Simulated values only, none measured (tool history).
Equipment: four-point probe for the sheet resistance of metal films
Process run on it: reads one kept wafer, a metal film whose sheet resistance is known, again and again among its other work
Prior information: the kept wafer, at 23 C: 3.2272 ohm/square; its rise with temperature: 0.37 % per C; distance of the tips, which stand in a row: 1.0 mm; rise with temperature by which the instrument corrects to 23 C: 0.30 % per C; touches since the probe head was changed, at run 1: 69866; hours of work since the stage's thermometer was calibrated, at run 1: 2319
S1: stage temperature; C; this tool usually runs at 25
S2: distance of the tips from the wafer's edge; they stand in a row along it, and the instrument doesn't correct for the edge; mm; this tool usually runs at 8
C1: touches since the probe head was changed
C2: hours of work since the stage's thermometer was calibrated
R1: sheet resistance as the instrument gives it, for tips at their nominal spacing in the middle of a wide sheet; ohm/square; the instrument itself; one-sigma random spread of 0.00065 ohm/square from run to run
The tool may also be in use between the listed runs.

{"run": 1, "hour": 0.0, "S1": 25, "S2": 8, "C1": 69866, "C2": 2319, "R1": 3.25771}
{"run": 2, "hour": 40.4, "S1": 25, "S2": 8, "C1": 71233, "C2": 2347, "R1": 3.257218}
{"run": 3, "hour": 121.1, "S1": 25, "S2": 8, "C1": 73960, "C2": 2401, "R1": 3.257238}
{"run": 4, "hour": 199.8, "S1": 25, "S2": 8, "C1": 76621, "C2": 2454, "R1": 3.25797}
{"run": 5, "hour": 261.4, "S1": 25, "S2": 8, "C1": 78706, "C2": 2496, "R1": 3.25738}
{"run": 6, "hour": 311.4, "S1": 25, "S2": 8, "C1": 80398, "C2": 2530, "R1": 3.257525}
{"hour": 357.8, "done": "stage's thermometer calibrated"}
{"run": 7, "hour": 363.9, "S1": 25, "S2": 8, "C1": 82156, "C2": 4, "R1": 3.257597}
{"run": 8, "hour": 426.5, "S1": 25, "S2": 8, "C1": 84273, "C2": 46, "R1": 3.258575}
{"run": 9, "hour": 463.9, "S1": 25, "S2": 8, "C1": 85536, "C2": 72, "R1": 3.258409}
{"run": 10, "hour": 530.6, "S1": 25, "S2": 8, "C1": 87794, "C2": 117, "R1": 3.257799}
{"run": 11, "hour": 578.6, "S1": 25, "S2": 8, "C1": 89416, "C2": 149, "R1": 3.257411}
{"run": 12, "hour": 619.4, "S1": 25, "S2": 8, "C1": 90796, "C2": 177, "R1": 3.257971}
{"run": 13, "hour": 661.4, "S1": 25, "S2": 8, "C1": 92215, "C2": 205, "R1": 3.258208}
{"run": 14, "hour": 726.5, "S1": 25, "S2": 8, "C1": 94418, "C2": 249, "R1": 3.258095}
{"run": 15, "hour": 793.4, "S1": 25, "S2": 8, "C1": 96679, "C2": 294, "R1": 3.258501}
{"run": 16, "hour": 875.3, "S1": 25, "S2": 8, "C1": 99452, "C2": 350, "R1": 3.258974}
{"run": 17, "hour": 919.7, "S1": 25, "S2": 8, "C1": 100952, "C2": 379, "R1": 3.258525}
{"run": 18, "hour": 955.1, "S1": 25, "S2": 8, "C1": 102149, "C2": 403, "R1": 3.259424}
{"run": 19, "hour": 1036.0, "S1": 25, "S2": 7, "C1": 104886, "C2": 458, "R1": 3.267735}
{"run": 20, "hour": 1112.5, "S1": 25, "S2": 6, "C1": 107472, "C2": 510, "R1": 3.279773}
{"run": 21, "hour": 1177.2, "S1": 25, "S2": 6, "C1": 109659, "C2": 553, "R1": 3.278954}
{"run": 22, "hour": 1249.9, "S1": 28, "S2": 10, "C1": 112118, "C2": 602, "R1": 3.255585}
{"run": 23, "hour": 1319.7, "S1": 28, "S2": 10, "C1": 114480, "C2": 650, "R1": 3.253135}
{"run": 24, "hour": 1403.3, "S1": 26, "S2": 4, "C1": 117306, "C2": 706, "R1": 3.337158}
{"run": 25, "hour": 1437.7, "S1": 31, "S2": 9, "C1": 118472, "C2": 729, "R1": 3.266039}
{"run": 26, "hour": 1492.9, "S1": 27, "S2": 15, "C1": 120339, "C2": 767, "R1": 3.243364}
{"run": 27, "hour": 1557.4, "S1": 21, "S2": 37, "C1": 122518, "C2": 810, "R1": 3.224867}
{"run": 28, "hour": 1630.1, "S1": 21, "S2": 37, "C1": 124977, "C2": 859, "R1": 3.224693}
{"run": 29, "hour": 1683.3, "S1": 30, "S2": 12, "C1": 126776, "C2": 895, "R1": 3.254986}
{"run": 30, "hour": 1731.6, "S1": 29, "S2": 39, "C1": 128410, "C2": 928, "R1": 3.241034}
{"run": 31, "hour": 1771.1, "S1": 24, "S2": 8, "C1": 129746, "C2": 955, "R1": 3.255304}
{"run": 32, "hour": 1805.4, "S1": 21, "S2": 16, "C1": 130906, "C2": 978, "R1": 3.23038}
{"run": 33, "hour": 1864.7, "S1": 19, "S2": 27, "C1": 132910, "C2": 1018, "R1": 3.22253}
{"run": 34, "hour": 1907.6, "S1": 19, "S2": 27, "C1": 134361, "C2": 1047, "R1": 3.219614}
{"run": 35, "hour": 1945.1, "S1": 19, "S2": 27, "C1": 135631, "C2": 1072, "R1": 3.220867}
{"run": 36, "hour": 2025.8, "S1": 21, "S2": 27, "C1": 138359, "C2": 1127, "R1": 3.224157}
{"run": 37, "hour": 2111.0, "S1": 25, "S2": 3, "C1": 141240, "C2": 1184, "R1": 3.412519}
{"run": 38, "hour": 2194.2, "S1": 33, "S2": 4, "C1": 144055, "C2": 1240, "R1": 3.352413}
{"run": 39, "hour": 2270.9, "S1": 35, "S2": 27, "C1": 146649, "C2": 1292, "R1": 3.25321}
{"run": 40, "hour": 2319.4, "S1": 25, "S2": 6, "C1": 148287, "C2": 1325, "R1": 3.278477}
{"run": 41, "hour": 2371.3, "S1": 25, "S2": 6, "C1": 150043, "C2": 1360, "R1": 3.278268}
{"run": 42, "hour": 2419.5, "S1": 25, "S2": 6, "C1": 151674, "C2": 1392, "R1": 3.278815}

5 ways to go on from here, each from the tool as it stands after run 42. What would each give?
{"run": "A", "hour": 2495.8, "S1": 25, "S2": 6, "C1": 154254, "C2": 1444, "R1": "?"}
{"run": "B", "hour": 2495.8, "S1": 19, "S2": 20, "C1": 154254, "C2": 1444, "R1": "?"}
{"run": "C", "hour": 2495.8, "S1": 21, "S2": 35, "C1": 154254, "C2": 1444, "R1": "?"}
{"run": "D", "hour": 2495.8, "S1": 31, "S2": 64, "C1": 154254, "C2": 1444, "R1": "?"}
{"run": "E", "hour": 2495.8, "S1": 24, "S2": 4, "C1": 154254, "C2": 1444, "R1": "?"}

run=A R1=3.279041
run=B R1=3.223393
run=C R1=3.223011
run=D R1=3.243932
run=E R1=3.334318
Stripped of hidden state, with their random variation kept, the same runs would have yielded:
run=A R1=3.279415
run=B R1=3.223762
run=C R1=3.223379
run=D R1=3.2443
run=E R1=3.334697
